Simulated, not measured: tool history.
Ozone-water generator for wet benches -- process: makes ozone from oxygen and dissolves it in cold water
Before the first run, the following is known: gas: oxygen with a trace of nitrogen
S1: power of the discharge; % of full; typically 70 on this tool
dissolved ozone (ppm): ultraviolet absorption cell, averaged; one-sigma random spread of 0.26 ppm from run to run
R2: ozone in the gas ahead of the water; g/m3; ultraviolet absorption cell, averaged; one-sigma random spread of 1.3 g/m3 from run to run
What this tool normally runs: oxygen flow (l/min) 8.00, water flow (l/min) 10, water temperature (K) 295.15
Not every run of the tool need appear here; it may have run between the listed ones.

run 1 hour=0.0 | S1=70 oxygen_flow_(l/min)=8.00 water_flow_(l/min)=10 water_temperature_(K)=295.15 | dissolved_ozone_(ppm)=34.8 R2=232.4
run 2 hour=27.7 | S1=70 oxygen_flow_(l/min)=8.00 water_flow_(l/min)=10 water_temperature_(K)=295.15 | dissolved_ozone_(ppm)=34.8 R2=230.2
run 3 hour=53.6 | S1=70 oxygen_flow_(l/min)=8.00 water_flow_(l/min)=10 water_temperature_(K)=295.15 | dissolved_ozone_(ppm)=35.2 R2=230.4
run 4 hour=96.0 | S1=70 oxygen_flow_(l/min)=8.00 water_flow_(l/min)=10 water_temperature_(K)=293.15 | dissolved_ozone_(ppm)=36.5 R2=229.1
run 5 hour=137.9 | S1=70 oxygen_flow_(l/min)=8.00 water_flow_(l/min)=10 water_temperature_(K)=293.15 | dissolved_ozone_(ppm)=36.2 R2=228.0
run 6 hour=172.4 | S1=70 oxygen_flow_(l/min)=8.00 water_flow_(l/min)=10 water_temperature_(K)=293.15 | dissolved_ozone_(ppm)=36.4 R2=232.0
run 7 hour=226.4 | S1=70 oxygen_flow_(l/min)=8.00 water_flow_(l/min)=10 water_temperature_(K)=293.15 | dissolved_ozone_(ppm)=36.3 R2=228.3
run 8 hour=254.6 | S1=70 oxygen_flow_(l/min)=8.00 water_flow_(l/min)=6 water_temperature_(K)=293.15 | dissolved_ozone_(ppm)=47.8 R2=228.3
run 9 hour=287.2 | S1=70 oxygen_flow_(l/min)=8.00 water_flow_(l/min)=16 water_temperature_(K)=295.15 | dissolved_ozone_(ppm)=24.3 R2=228.1
-- hour=302.9 contactor cleaned
run 10 hour=322.7 | S1=70 oxygen_flow_(l/min)=8.00 water_flow_(l/min)=16 water_temperature_(K)=295.15 | dissolved_ozone_(ppm)=23.0 R2=227.3
run 11 hour=367.0 | S1=70 oxygen_flow_(l/min)=8.00 water_flow_(l/min)=16 water_temperature_(K)=295.15 | dissolved_ozone_(ppm)=23.0 R2=227.6
run 12 hour=408.9 | S1=70 oxygen_flow_(l/min)=8.00 water_flow_(l/min)=16 water_temperature_(K)=295.15 | dissolved_ozone_(ppm)=22.6 R2=228.2
run 13 hour=435.5 | S1=70 oxygen_flow_(l/min)=8.00 water_flow_(l/min)=16 water_temperature_(K)=295.15 | dissolved_ozone_(ppm)=22.8 R2=228.0
run 14 hour=476.8 | S1=74 oxygen_flow_(l/min)=12.97 water_flow_(l/min)=7 water_temperature_(K)=291.15 | dissolved_ozone_(ppm)=36.9 R2=175.0
-- hour=522.7 contactor cleaned, once more
run 15 hour=524.2 | S1=70 oxygen_flow_(l/min)=7.07 water_flow_(l/min)=10 water_temperature_(K)=301.15 | dissolved_ozone_(ppm)=33.0 R2=242.3
run 16 hour=569.1 | S1=70 oxygen_flow_(l/min)=8.00 water_flow_(l/min)=13 water_temperature_(K)=288.15 | dissolved_ozone_(ppm)=35.3 R2=225.8
run 17 hour=621.0 | S1=70 oxygen_flow_(l/min)=11.82 water_flow_(l/min)=10 water_temperature_(K)=289.15 | dissolved_ozone_(ppm)=35.6 R2=174.4
run 18 hour=665.8 | S1=70 oxygen_flow_(l/min)=11.82 water_flow_(l/min)=10 water_temperature_(K)=289.15 | dissolved_ozone_(ppm)=35.4 R2=175.9
run 19 hour=693.0 | S1=70 oxygen_flow_(l/min)=11.82 water_flow_(l/min)=10 water_temperature_(K)=289.15 | dissolved_ozone_(ppm)=35.6 R2=176.1
run 20 hour=727.1 | S1=73 oxygen_flow_(l/min)=11.82 water_flow_(l/min)=6 water_temperature_(K)=289.15 | dissolved_ozone_(ppm)=46.7 R2=181.7
run 21 hour=768.2 | S1=77 oxygen_flow_(l/min)=10.70 water_flow_(l/min)=15 water_temperature_(K)=298.15 | dissolved_ozone_(ppm)=24.9 R2=204.8
run 22 hour=804.6 | S1=70 oxygen_flow_(l/min)=8.00 water_flow_(l/min)=8 water_temperature_(K)=295.15 | dissolved_ozone_(ppm)=40.2 R2=226.6
run 23 hour=841.1 | S1=51 oxygen_flow_(l/min)=10.19 water_flow_(l/min)=6 water_temperature_(K)=300.15 | dissolved_ozone_(ppm)=27.6 R2=146.8
run 24 hour=865.3 | S1=51 oxygen_flow_(l/min)=10.19 water_flow_(l/min)=6 water_temperature_(K)=300.15 | dissolved_ozone_(ppm)=27.1 R2=148.9

For some of the steps in dissolved ozone (ppm) from one run to the next: how much would appear even if the tool had no hidden state, given the settings, what came in and random variation, and how much remains for the hidden state plus any gauge scatter that the measured result and the result without hidden state don't share?
Hidden conditions of the tool in this case: yield of the discharge, % of new electrodes'; contactor's efficiency, % of a clean one's; true water temperature over the reading, C; drift of the gauge itself on ozone_ppm, %; drift of the gauge itself on gas_g_m3, %.
Run 8 -> 9: water flow (l/min) 6 -> 16, water temperature (K) 293.15 -> 295.15. dissolved ozone (ppm) -23.5: hidden state +2.0, all else -25.5.
Run 14 -> 15: S1 74 -> 70, oxygen flow (l/min) 12.97 -> 7.07, water flow (l/min) 7 -> 10, water temperature (K) 291.15 -> 301.15, contactor cleaned, once more. dissolved ozone (ppm) -3.9: hidden state +4.1, all else -8.0.
Run 20 -> 21: S1 73 -> 77, oxygen flow (l/min) 11.82 -> 10.70, water flow (l/min) 6 -> 15, water temperature (K) 289.15 -> 298.15. dissolved ozone (ppm) -21.8: hidden state +2.3, all else -24.1.
